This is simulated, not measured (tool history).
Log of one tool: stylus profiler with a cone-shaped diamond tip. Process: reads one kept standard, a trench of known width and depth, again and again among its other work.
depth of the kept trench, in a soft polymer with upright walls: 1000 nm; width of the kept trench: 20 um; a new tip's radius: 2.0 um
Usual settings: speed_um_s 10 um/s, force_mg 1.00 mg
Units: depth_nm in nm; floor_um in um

{"run": 1, "hour": 0.0, "speed_um_s": 10, "force_mg": 1.0, "depth_nm": 1008.95, "floor_um": 16.31}
{"run": 2, "hour": 88.7, "speed_um_s": 10, "force_mg": 1.0, "depth_nm": 1008.44, "floor_um": 16.32}
{"run": 3, "hour": 170.3, "speed_um_s": 16, "force_mg": 1.0, "depth_nm": 1008.79, "floor_um": 16.19}
{"run": 4, "hour": 280.9, "speed_um_s": 10, "force_mg": 1.0, "depth_nm": 1009.17, "floor_um": 16.19}
{"run": 5, "hour": 364.6, "speed_um_s": 10, "force_mg": 1.0, "depth_nm": 1008.75, "floor_um": 16.26}
{"run": 6, "hour": 415.8, "speed_um_s": 10, "force_mg": 1.0, "depth_nm": 1009.19, "floor_um": 16.22}
{"run": 7, "hour": 462.1, "speed_um_s": 17, "force_mg": 1.0, "depth_nm": 1008.69, "floor_um": 16.18}
{"run": 8, "hour": 571.1, "speed_um_s": 17, "force_mg": 1.0, "depth_nm": 1009.28, "floor_um": 16.16}
{"run": 9, "hour": 675.1, "speed_um_s": 3, "force_mg": 1.0, "depth_nm": 1009.61, "floor_um": 16.19}
{"run": 10, "hour": 750.5, "speed_um_s": 3, "force_mg": 1.0, "depth_nm": 1010.01, "floor_um": 16.15}
{"run": 11, "hour": 825.2, "speed_um_s": 10, "force_mg": 1.0, "depth_nm": 1009.55, "floor_um": 16.12}
{"run": 12, "hour": 884.1, "speed_um_s": 10, "force_mg": 1.0, "depth_nm": 1009.99, "floor_um": 16.14}
{"run": 13, "hour": 995.8, "speed_um_s": 10, "force_mg": 1.0, "depth_nm": 1009.61, "floor_um": 16.06}
{"run": 14, "hour": 1047.5, "speed_um_s": 10, "force_mg": 0.85, "depth_nm": 1009.23, "floor_um": 16.1}
{"run": 15, "hour": 1121.6, "speed_um_s": 10, "force_mg": 0.85, "depth_nm": 1009.44, "floor_um": 16.1}
{"run": 16, "hour": 1190.2, "speed_um_s": 10, "force_mg": 0.85, "depth_nm": 1009.09, "floor_um": 16.08}
{"run": 17, "hour": 1277.7, "speed_um_s": 10, "force_mg": 0.85, "depth_nm": 1009.57, "floor_um": 16.1}
{"run": 18, "hour": 1367.2, "speed_um_s": 10, "force_mg": 0.85, "depth_nm": 1009.76, "floor_um": 16.07}
{"hour": 1373.3, "done": "height scale calibrated on a step standard"}
{"run": 19, "hour": 1435.8, "speed_um_s": 10, "force_mg": 0.85, "depth_nm": 1011.34, "floor_um": 16.02}
{"run": 20, "hour": 1497.3, "speed_um_s": 10, "force_mg": 1.0, "depth_nm": 1012.38, "floor_um": 16.04}
{"run": 21, "hour": 1572.1, "speed_um_s": 10, "force_mg": 1.0, "depth_nm": 1012.47, "floor_um": 15.97}
{"hour": 1583.2, "done": "height scale calibrated on a step standard, once more"}
{"run": 22, "hour": 1654.1, "speed_um_s": 10, "force_mg": 1.0, "depth_nm": 1007.26, "floor_um": 16.01}
{"run": 23, "hour": 1755.7, "speed_um_s": 10, "force_mg": 1.0, "depth_nm": 1007.25, "floor_um": 15.96}
{"run": 24, "hour": 1860.1, "speed_um_s": 5, "force_mg": 1.91, "depth_nm": 1011.65, "floor_um": 15.98}
{"run": 25, "hour": 1907.8, "speed_um_s": 5, "force_mg": 0.58, "depth_nm": 1005.27, "floor_um": 15.93}
{"run": 26, "hour": 1964.5, "speed_um_s": 10, "force_mg": 1.62, "depth_nm": 1010.63, "floor_um": 15.94}
{"run": 27, "hour": 2053.3, "speed_um_s": 20, "force_mg": 2.81, "depth_nm": 1014.9, "floor_um": 15.89}
{"run": 28, "hour": 2166.0, "speed_um_s": 7, "force_mg": 2.81, "depth_nm": 1015.57, "floor_um": 15.93}
{"run": 29, "hour": 2252.2, "speed_um_s": 35, "force_mg": 1.39, "depth_nm": 1009.64, "floor_um": 15.77}
{"run": 30, "hour": 2319.3, "speed_um_s": 10, "force_mg": 0.56, "depth_nm": 1005.25, "floor_um": 15.88}
{"run": 31, "hour": 2396.3, "speed_um_s": 4, "force_mg": 1.03, "depth_nm": 1008.31, "floor_um": 15.88}
{"run": 32, "hour": 2492.4, "speed_um_s": 28, "force_mg": 0.69, "depth_nm": 1006.27, "floor_um": 15.77}
{"run": 33, "hour": 2561.8, "speed_um_s": 28, "force_mg": 0.69, "depth_nm": 1006.32, "floor_um": 15.71}
{"run": 34, "hour": 2654.5, "speed_um_s": 14, "force_mg": 0.69, "depth_nm": 1006.64, "floor_um": 15.78}
{"run": 35, "hour": 2747.5, "speed_um_s": 2, "force_mg": 0.84, "depth_nm": 1007.45, "floor_um": 15.83}
{"run": 36, "hour": 2803.6, "speed_um_s": 8, "force_mg": 1.01, "depth_nm": 1008.57, "floor_um": 15.79}
{"run": 37, "hour": 2857.8, "speed_um_s": 5, "force_mg": 0.77, "depth_nm": 1007.46, "floor_um": 15.76}
{"run": 38, "hour": 2948.3, "speed_um_s": 5, "force_mg": 0.77, "depth_nm": 1007.27, "floor_um": 15.77}
{"run": 39, "hour": 3027.4, "speed_um_s": 3, "force_mg": 1.12, "depth_nm": 1009.49, "floor_um": 15.78}
{"run": 40, "hour": 3112.3, "speed_um_s": 3, "force_mg": 1.12, "depth_nm": 1008.88, "floor_um": 15.74}
{"run": 41, "hour": 3206.7, "speed_um_s": 3, "force_mg": 1.12, "depth_nm": 1009.69, "floor_um": 15.72}
{"run": 42, "hour": 3295.3, "speed_um_s": 3, "force_mg": 1.12, "depth_nm": 1009.43, "floor_um": 15.8}
{"run": 43, "hour": 3389.2, "speed_um_s": 3, "force_mg": 1.12, "depth_nm": 1009.6, "floor_um": 15.74}
{"run": 44, "hour": 3442.3, "speed_um_s": 26, "force_mg": 0.46, "depth_nm": 1006.11, "floor_um": 15.56}
{"run": 45, "hour": 3492.0, "speed_um_s": 31, "force_mg": 1.28, "depth_nm": 1010.73, "floor_um": 15.62}
{"run": 46, "hour": 3606.5, "speed_um_s": 10, "force_mg": 0.41, "depth_nm": 1005.44, "floor_um": 15.7}

Forecast each of these 4 alternatives for the next run:
{"run": "A", "hour": 3687.5, "speed_um_s": 9, "force_mg": 1.0, "depth_nm": "?", "floor_um": "?"}
{"run": "B", "hour": 3687.5, "speed_um_s": 21, "force_mg": 2.03, "depth_nm": "?", "floor_um": "?"}
{"run": "C", "hour": 3687.5, "speed_um_s": 9, "force_mg": 2.98, "depth_nm": "?", "floor_um": "?"}
{"run": "D", "hour": 3687.5, "speed_um_s": 40, "force_mg": 0.38, "depth_nm": "?", "floor_um": "?"}

run=A depth_nm=1009.68 floor_um=15.65
run=B depth_nm=1014.09 floor_um=15.62
run=C depth_nm=1017.27 floor_um=15.65
run=D depth_nm=1005.66 floor_um=15.41
Without the tool's hidden state the same runs would have given:
run=A depth_nm=1007.85 floor_um=16.48
run=B depth_nm=1012.25 floor_um=16.45
run=C depth_nm=1015.43 floor_um=16.49
run=D depth_nm=1003.84 floor_um=16.24

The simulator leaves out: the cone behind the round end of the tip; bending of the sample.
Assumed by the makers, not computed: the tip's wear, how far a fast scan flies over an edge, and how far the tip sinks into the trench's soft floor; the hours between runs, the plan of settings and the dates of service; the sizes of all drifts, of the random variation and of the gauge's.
